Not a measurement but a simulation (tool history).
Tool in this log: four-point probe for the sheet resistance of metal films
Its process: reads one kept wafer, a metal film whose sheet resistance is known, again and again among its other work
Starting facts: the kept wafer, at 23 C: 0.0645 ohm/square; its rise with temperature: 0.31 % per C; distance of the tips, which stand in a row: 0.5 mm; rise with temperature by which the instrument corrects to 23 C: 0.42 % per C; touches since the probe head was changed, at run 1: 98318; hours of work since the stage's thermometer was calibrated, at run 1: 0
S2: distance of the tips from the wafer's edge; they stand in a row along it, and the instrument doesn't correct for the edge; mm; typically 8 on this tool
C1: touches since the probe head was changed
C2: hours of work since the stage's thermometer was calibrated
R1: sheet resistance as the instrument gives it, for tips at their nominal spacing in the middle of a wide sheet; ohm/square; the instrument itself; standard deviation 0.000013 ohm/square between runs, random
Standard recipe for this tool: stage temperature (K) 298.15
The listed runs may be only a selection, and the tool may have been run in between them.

Run 1, hour 0: usual settings; C1 98318; C2 0. Result: R1 0.064491 ohm/square.
Run 2, hour 50.4: usual settings; C1 101482; C2 40. Result: R1 0.064493 ohm/square.
Run 3, hour 87.6: usual settings but stage temperature (K) 304.15; C1 103812; C2 70. Result: R1 0.064079 ohm/square.
Run 4, hour 135.1: usual settings but stage temperature (K) 304.15; C1 106792; C2 108. Result: R1 0.06408 ohm/square.
Run 5, hour 164.3: usual settings but stage temperature (K) 304.15; C1 108626; C2 131. Result: R1 0.06405 ohm/square.
Run 6, hour 191.4: usual settings but stage temperature (K) 304.15; C1 110323; C2 153. Result: R1 0.06409 ohm/square.
Run 7, hour 228.8: usual settings but stage temperature (K) 292.15, S2 5 mm; C1 112669; C2 183. Result: R1 0.065114 ohm/square.
Run 8, hour 274.9: usual settings but stage temperature (K) 292.15, S2 15 mm; C1 115562; C2 220. Result: R1 0.064808 ohm/square.
Run 9, hour 309.2: usual settings but stage temperature (K) 302.15, S2 15 mm; C1 117716; C2 247. Result: R1 0.064111 ohm/square.
Run 10, hour 335.4: usual settings but stage temperature (K) 302.15, S2 15 mm; C1 119356; C2 268. Result: R1 0.064114 ohm/square.
At hour 362.2: new probe head fitted.
Run 11, hour 377.2: usual settings but stage temperature (K) 302.15, S2 15 mm; C1 939; C2 301. Result: R1 0.064131 ohm/square.
Run 12, hour 407.5: usual settings but stage temperature (K) 293.15; C1 2837; C2 325. Result: R1 0.06483 ohm/square.

Alternative continuations, all from the tool just after run 12; predict every row:
Run A, hour 434.6: usual settings but stage temperature (K) 307.15, S2 11 mm; C1 4541; C2 347. Result: R1 ?.
Run B, hour 434.6: usual settings but stage temperature (K) 305.15, S2 23 mm; C1 4541; C2 347. Result: R1 ?.
Run C, hour 434.6: usual settings but stage temperature (K) 297.15; C1 4541; C2 347. Result: R1 ?.

run        R1
  A  0.063844
  B  0.063904
  C  0.064563
With the hidden condition removed and each run's random variation left untouched, the same runs would have given:
run        R1
  A  0.063842
  B  0.063902
  C  0.064561
